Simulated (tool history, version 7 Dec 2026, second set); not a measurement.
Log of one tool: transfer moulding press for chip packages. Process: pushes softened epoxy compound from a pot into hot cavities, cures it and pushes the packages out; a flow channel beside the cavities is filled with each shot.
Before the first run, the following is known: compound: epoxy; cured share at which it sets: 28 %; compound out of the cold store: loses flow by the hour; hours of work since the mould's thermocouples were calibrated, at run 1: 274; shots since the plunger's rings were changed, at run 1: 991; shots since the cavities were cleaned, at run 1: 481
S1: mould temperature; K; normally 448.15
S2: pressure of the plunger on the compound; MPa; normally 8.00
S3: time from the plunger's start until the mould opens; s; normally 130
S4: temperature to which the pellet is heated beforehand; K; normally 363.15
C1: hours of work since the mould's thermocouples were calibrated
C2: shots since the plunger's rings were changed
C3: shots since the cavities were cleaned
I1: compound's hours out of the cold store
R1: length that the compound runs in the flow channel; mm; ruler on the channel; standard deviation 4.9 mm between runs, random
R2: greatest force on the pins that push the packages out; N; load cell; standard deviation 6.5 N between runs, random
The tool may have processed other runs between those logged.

run   hour      S1    S2   S3      S4   C1    C2   C3    I1   R1   R2
  1    0.0  448.15  8.00  130  363.15  274   991  481  12.5  895  404
  2   12.5  448.15  8.00  130  363.15  281  1107  597  37.8  803  416
  3   25.2  448.15  8.00  130  363.15  289  1225  715  11.7  893  419
      32.3  -- cavities cleaned with cleaning compound and waxed
  4   39.3  448.15  8.00  130  363.15  296  1341   65   8.7  911  286
  5   48.2  448.15  8.00  130  363.15  302  1424  148  26.1  841  319
  6   60.7  448.15  8.00  130  363.15  309  1539  263  19.9  854  366
  7   75.3  448.15  8.00  130  363.15  318  1674  398  13.0  888  373
  8   89.7  448.15  8.00  130  363.15  326  1808  532  20.7  849  407
  9   99.1  448.15  8.00  130  363.15  332  1894  618  23.1  837  426
 10  109.0  448.15  8.00  130  363.15  337  1986  710  28.5  824  433
     117.0  -- cavities cleaned with cleaning compound and waxed
 11  125.2  448.15  8.00  130  357.15  346  2122   76  48.0  749  282
 12  134.0  448.15  8.00  130  357.15  351  2203  157  39.0  786  308
 13  146.1  448.15  8.22  130  357.15  359  2316  270  43.2  779  338
 14  153.4  448.15  8.00  130  363.15  363  2382  336  21.5  835  376
 15  160.8  448.15  6.97  118  362.15  367  2451  405  37.5  730  402
 16  172.4  445.15  9.63  116  362.15  374  2559  513  13.6  969  497
 17  187.1  448.15  8.00  119  368.15  383  2694  648  15.9  870  426
 18  194.0  448.15  7.56  114  372.15  387  2759  713  25.7  805  478
     201.5  -- cavities cleaned with cleaning compound and waxed
 19  202.7  448.15  6.84  118  372.15  391  2825   12  42.0  717  277
 20  213.0  448.15  6.84  118  372.15  397  2920  107  41.7  709  313
 21  226.6  448.15  7.42  170  363.15  405  3046  233  20.2  812  324
 22  240.2  448.15  7.58  168  363.15  413  3172  359  23.9  805  356
     248.5  -- plunger's sealing rings changed
     256.8  -- mould's thermocouples calibrated
 23  258.1  448.15  7.58  168  363.15    1    71  483  32.8  803  379
 24  270.4  448.15  8.00  130  366.15    8   185  597  39.4  803  438
 25  282.4  448.15  8.00  130  366.15   15   295  707  18.3  883  448
     290.9  -- cavities cleaned with cleaning compound and waxed
 26  295.1  448.15  8.00  150  359.15   22   399   38  12.7  902  262
 27  301.4  446.15  6.02  133  365.15   25   458   97  24.1  741  299
 28  316.5  446.15  6.02  133  365.15   34   597  236  44.5  677  342

Below are 5 alternative next runs, each starting from the tool's condition after run 28. Predict each:
  A  322.5  446.15  6.02  136  365.15  38  653  292   9.9   ?   ?
  B  322.5  452.15  8.00  149  363.15  38  653  292  31.0   ?   ?
  C  322.5  446.15  6.02  167  359.15  38  653  292  29.7   ?   ?
  D  322.5  446.15  8.68  168  370.15  38  653  292  23.7   ?   ?
  E  322.5  448.15  8.00  130  367.15  38  653  292  34.1   ?   ?

run   R1   R2
  A  790  375
  B  814  327
  C  725  331
  D  896  338
  E  820  368
The same runs, with their run-to-run variation unchanged, on a tool lacking any hidden condition would have given:
run   R1   R2
  A  797  266
  B  821  230
  C  731  231
  D  904  237
  E  827  260
